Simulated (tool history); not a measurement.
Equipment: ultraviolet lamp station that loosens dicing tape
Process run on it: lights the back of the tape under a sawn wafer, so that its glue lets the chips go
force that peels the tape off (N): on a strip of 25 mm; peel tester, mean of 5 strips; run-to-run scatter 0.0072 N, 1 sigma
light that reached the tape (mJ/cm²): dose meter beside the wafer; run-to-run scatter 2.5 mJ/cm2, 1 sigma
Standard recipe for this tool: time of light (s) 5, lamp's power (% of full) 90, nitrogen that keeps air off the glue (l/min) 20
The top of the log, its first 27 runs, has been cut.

run	day	time of light (s)	lamp's power (% of full)	nitrogen that keeps air off the glue (l/min)	hours of work of the lamp	hours of work since the window was cleaned	force that peels the tape off (N)	light that reached the tape (mJ/cm²)
28	44.458	7	66	12	512	383	0.598	209
29	45.575	5	75	20	529	400	0.637	169
# day 47.296: window cleaned of glue's vapour
30	47.438	5	79	8	557	2	0.884	204
31	49.208	5	77	10	583	29	0.796	188
32	51.342	5	77	10	616	61	0.857	190
33	52.321	2	90	20	630	76	2.11	87
34	53.246	5	62	27	644	90	0.684	146
# day 53.725: lamp changed
35	55.05	5	62	29	20	116	0.385	188
36	56.604	5	64	20	43	139	0.489	188
37	58.1	5	90	25	66	162	0.247	265
38	59.979	2	90	10	94	190	2.374	101
39	61.617	4	98	20	119	215	0.361	223
40	63.75	2	90	12	151	247	2.259	97
41	65.412	8	84	34	176	272	0.223	362
42	67.475	5	64	17	207	303	0.715	172

Below are 3 alternative next runs, each starting from the tool's condition after run 42. Predict each:
A	69.738	5	78	23	241	337	?	?
B	69.738	2	64	21	241	337	?	?
C	69.738	2	81	20	241	337	?	?

run	force that peels the tape off (N)	light that reached the tape (mJ/cm²)
A	0.418	197
B	2.841	64
C	2.2	83
What these runs would have given with no unlogged condition in the tool:
run	force that peels the tape off (N)	light that reached the tape (mJ/cm²)
A	0.292	251
B	2.066	82
C	1.501	106

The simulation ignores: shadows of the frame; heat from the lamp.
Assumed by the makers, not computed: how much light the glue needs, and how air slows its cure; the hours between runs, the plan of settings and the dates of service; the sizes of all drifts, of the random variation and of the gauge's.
